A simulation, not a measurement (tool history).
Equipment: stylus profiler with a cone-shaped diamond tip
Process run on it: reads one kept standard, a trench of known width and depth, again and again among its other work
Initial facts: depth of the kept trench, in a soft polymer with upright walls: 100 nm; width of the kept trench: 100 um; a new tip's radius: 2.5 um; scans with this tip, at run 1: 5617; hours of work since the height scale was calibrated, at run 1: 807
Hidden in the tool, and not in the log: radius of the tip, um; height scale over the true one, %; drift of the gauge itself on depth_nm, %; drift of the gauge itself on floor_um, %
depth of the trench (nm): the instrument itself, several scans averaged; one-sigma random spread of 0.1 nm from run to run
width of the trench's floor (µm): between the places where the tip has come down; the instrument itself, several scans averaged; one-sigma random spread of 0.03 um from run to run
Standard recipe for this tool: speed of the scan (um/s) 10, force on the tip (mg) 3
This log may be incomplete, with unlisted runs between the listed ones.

run	hour	speed of the scan (um/s)	force on the tip (mg)	scans with this tip	hours of work since the height scale was calibrated	depth of the trench (nm)	width of the trench's floor (µm)
1	0	10	3	5617	807	101.27	98.42
2	42.5	10	3	5798	833	101.22	98.39
3	77.2	10	3	5946	854	101.13	98.34
4	122.2	10	1.18	6137	881	100.77	98.38
5	159	10	1.18	6294	904	100.6	98.36
6	205.6	10	2.09	6492	932	101.01	98.42
# hour 209.6: height scale calibrated on a step standard
7	244.1	10	2.09	6654	21	101.35	98.36
8	273.8	10	2.09	6780	39	101.26	98.38
9	301.2	10	2.09	6897	56	101.39	98.32
10	348.6	10	2.09	7099	85	101.34	98.34
11	397.7	4	2.68	7308	115	101.21	98.35
12	438.6	10	2.17	7482	140	101.38	98.34
13	466.2	10	2.17	7600	157	101.39	98.31
# hour 474.3: height scale calibrated on a step standard, once more
14	488.7	10	2.17	7693	9	100.6	98.34
15	533	37	2.24	7882	36	100.67	98.28
16	576.3	3	6.09	8066	62	101.24	98.39
17	624.5	17	7.28	8271	92	101.43	98.26
18	673.3	13	4.89	8479	122	100.91	98.35
19	716.8	6	4.1	8664	148	100.81	98.36

5 ways to go on from here, each from the tool as it stands after run 19. What would each give?
A	759	3	1.04	8844	174	?	?
B	759	6	3	8844	174	?	?
C	759	10	6.3	8844	174	?	?
D	759	27	3.63	8844	174	?	?
E	759	10	4.1	8844	174	?	?

run	depth of the trench (nm)	width of the trench's floor (µm)
A	100.49	98.36
B	100.74	98.31
C	101.26	98.32
D	100.9	98.24
E	100.99	98.31
Had the tool no hidden state, the same runs would have come out as:
run	depth of the trench (nm)	width of the trench's floor (µm)
A	100.42	98.62
B	100.67	98.58
C	101.19	98.59
D	100.83	98.51
E	100.92	98.58
